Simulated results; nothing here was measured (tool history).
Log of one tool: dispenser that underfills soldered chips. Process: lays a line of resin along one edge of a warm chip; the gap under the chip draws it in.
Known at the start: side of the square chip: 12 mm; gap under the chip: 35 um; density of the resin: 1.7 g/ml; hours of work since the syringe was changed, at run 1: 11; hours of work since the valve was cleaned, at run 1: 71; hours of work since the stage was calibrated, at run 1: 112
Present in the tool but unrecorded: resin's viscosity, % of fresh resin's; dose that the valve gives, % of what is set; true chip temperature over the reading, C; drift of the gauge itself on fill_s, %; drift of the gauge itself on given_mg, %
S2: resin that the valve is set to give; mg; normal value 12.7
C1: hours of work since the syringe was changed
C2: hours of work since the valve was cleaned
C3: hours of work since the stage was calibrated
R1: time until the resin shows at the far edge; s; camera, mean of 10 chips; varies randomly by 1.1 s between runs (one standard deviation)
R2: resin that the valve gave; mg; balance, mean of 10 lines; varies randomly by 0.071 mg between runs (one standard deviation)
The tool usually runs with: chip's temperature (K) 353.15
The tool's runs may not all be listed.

run 1 hour=0 | chip's_temperature_(K)=353.15 S2=12.7 | C1=11 C2=71 C3=112 | R1=225.7 R2=12.22
-- hour=1 new syringe of resin
run 2 hour=4.4 | chip's_temperature_(K)=344.15 S2=12.7 | C1=2 C2=74 C3=114 | R1=179.6 R2=12.04
run 3 hour=7.6 | chip's_temperature_(K)=353.15 S2=12.6 | C1=5 C2=76 C3=117 | R1=148.4 R2=12.13
run 4 hour=11.2 | chip's_temperature_(K)=358.15 S2=12.7 | C1=7 C2=79 C3=119 | R1=150.1 R2=12.07
-- hour=16.1 dispensing valve cleaned and set on the balance
run 5 hour=16.5 | chip's_temperature_(K)=358.15 S2=12.7 | C1=10 C2=0 C3=122 | R1=181.3 R2=12.62
-- hour=18 new syringe of resin
run 6 hour=19 | chip's_temperature_(K)=358.15 S2=12.7 | C1=1 C2=2 C3=124 | R1=94.3 R2=12.62
run 7 hour=23.5 | chip's_temperature_(K)=357.15 S2=14.7 | C1=4 C2=5 C3=127 | R1=117.9 R2=14.58
run 8 hour=27.2 | chip's_temperature_(K)=347.15 S2=11.7 | C1=7 C2=8 C3=130 | R1=214.2 R2=11.66
run 9 hour=29.6 | chip's_temperature_(K)=364.15 S2=13.8 | C1=8 C2=9 C3=132 | R1=128.4 R2=13.8
-- hour=33.9 new syringe of resin
run 10 hour=34.8 | chip's_temperature_(K)=359.15 S2=13.9 | C1=1 C2=13 C3=135 | R1=86.9 R2=13.87
run 11 hour=38.9 | chip's_temperature_(K)=350.15 S2=16.4 | C1=4 C2=16 C3=138 | R1=145.1 R2=16.13
run 12 hour=41.4 | chip's_temperature_(K)=356.15 S2=12.8 | C1=5 C2=18 C3=140 | R1=136.4 R2=12.59

What would each run have given without the hidden state, its run-to-run variation left as it was?
run=1 R1=108.7 R2=12.69
run=2 R1=153.5 R2=12.53
run=3 R1=108 R2=12.63
run=4 R1=91.9 R2=12.59
run=5 R1=90.4 R2=12.63
run=6 R1=91 R2=12.64
run=7 R1=91.3 R2=14.63
run=8 R1=138.9 R2=11.72
run=9 R1=73.7 R2=13.88
run=10 R1=84.6 R2=13.98
run=11 R1=115.7 R2=16.28
run=12 R1=96.2 R2=12.72
